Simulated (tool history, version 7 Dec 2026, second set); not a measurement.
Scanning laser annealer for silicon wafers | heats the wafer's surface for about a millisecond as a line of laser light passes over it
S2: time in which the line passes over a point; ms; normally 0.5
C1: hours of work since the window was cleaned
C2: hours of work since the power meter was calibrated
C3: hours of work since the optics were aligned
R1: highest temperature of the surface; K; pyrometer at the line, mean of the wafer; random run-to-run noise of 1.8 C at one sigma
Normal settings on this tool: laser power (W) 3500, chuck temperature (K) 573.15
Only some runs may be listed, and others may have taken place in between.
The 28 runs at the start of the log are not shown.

{"run": 29, "hour": 624.3, "laser power (W)": 3662, "S2": 0.4, "chuck temperature (K)": 573.15, "C1": 88, "C2": 587, "C3": 1411, "R1": 1281.15}
{"run": 30, "hour": 646.6, "laser power (W)": 3500, "S2": 0.53, "chuck temperature (K)": 580.15, "C1": 101, "C2": 601, "C3": 1424, "R1": 1369.15}
{"run": 31, "hour": 675.8, "laser power (W)": 3386, "S2": 0.351, "chuck temperature (K)": 611.15, "C1": 118, "C2": 618, "C3": 1441, "R1": 1207.15}
{"run": 32, "hour": 709.5, "laser power (W)": 3386, "S2": 0.532, "chuck temperature (K)": 611.15, "C1": 138, "C2": 638, "C3": 1461, "R1": 1367.15}
{"run": 33, "hour": 739.8, "laser power (W)": 3386, "S2": 0.532, "chuck temperature (K)": 611.15, "C1": 156, "C2": 656, "C3": 1479, "R1": 1365.15}
{"run": 34, "hour": 763.2, "laser power (W)": 3673, "S2": 0.376, "chuck temperature (K)": 534.15, "C1": 170, "C2": 670, "C3": 1493, "R1": 1212.15}
{"run": 35, "hour": 786.9, "laser power (W)": 3696, "S2": 0.547, "chuck temperature (K)": 541.15, "C1": 184, "C2": 684, "C3": 1507, "R1": 1383.15}
{"run": 36, "hour": 814.1, "laser power (W)": 3696, "S2": 0.547, "chuck temperature (K)": 541.15, "C1": 200, "C2": 700, "C3": 1523, "R1": 1382.15}
{"run": 37, "hour": 832.1, "laser power (W)": 3025, "S2": 0.384, "chuck temperature (K)": 541.15, "C1": 211, "C2": 711, "C3": 1534, "R1": 1091.15}
{"run": 38, "hour": 859.5, "laser power (W)": 3025, "S2": 0.384, "chuck temperature (K)": 541.15, "C1": 227, "C2": 727, "C3": 1550, "R1": 1091.15}
{"run": 39, "hour": 890.4, "laser power (W)": 3744, "S2": 0.389, "chuck temperature (K)": 548.15, "C1": 245, "C2": 745, "C3": 1568, "R1": 1250.15}
{"run": 40, "hour": 914.1, "laser power (W)": 3604, "S2": 0.52, "chuck temperature (K)": 551.15, "C1": 259, "C2": 759, "C3": 1582, "R1": 1342.15}
{"run": 41, "hour": 943.1, "laser power (W)": 3604, "S2": 0.532, "chuck temperature (K)": 593.15, "C1": 276, "C2": 776, "C3": 1599, "R1": 1389.15}

Below are 4 alternative next runs, each starting from the tool's condition after run 41. Predict each:
{"run": "A", "hour": 971.2, "laser power (W)": 3500, "S2": 0.551, "chuck temperature (K)": 536.15, "C1": 293, "C2": 793, "C3": 1616, "R1": "?"}
{"run": "B", "hour": 971.2, "laser power (W)": 3348, "S2": 0.442, "chuck temperature (K)": 573.15, "C1": 293, "C2": 793, "C3": 1616, "R1": "?"}
{"run": "C", "hour": 971.2, "laser power (W)": 3494, "S2": 0.457, "chuck temperature (K)": 584.15, "C1": 293, "C2": 793, "C3": 1616, "R1": "?"}
{"run": "D", "hour": 971.2, "laser power (W)": 3604, "S2": 0.53, "chuck temperature (K)": 587.15, "C1": 293, "C2": 793, "C3": 1616, "R1": "?"}

run=A R1=1323.15
run=B R1=1235.15
run=C R1=1291.15
run=D R1=1384.15
Had the tool no hidden state, the same runs would have come out as:
run=A R1=1362.15
run=B R1=1268.15
run=C R1=1326.15
run=D R1=1423.15

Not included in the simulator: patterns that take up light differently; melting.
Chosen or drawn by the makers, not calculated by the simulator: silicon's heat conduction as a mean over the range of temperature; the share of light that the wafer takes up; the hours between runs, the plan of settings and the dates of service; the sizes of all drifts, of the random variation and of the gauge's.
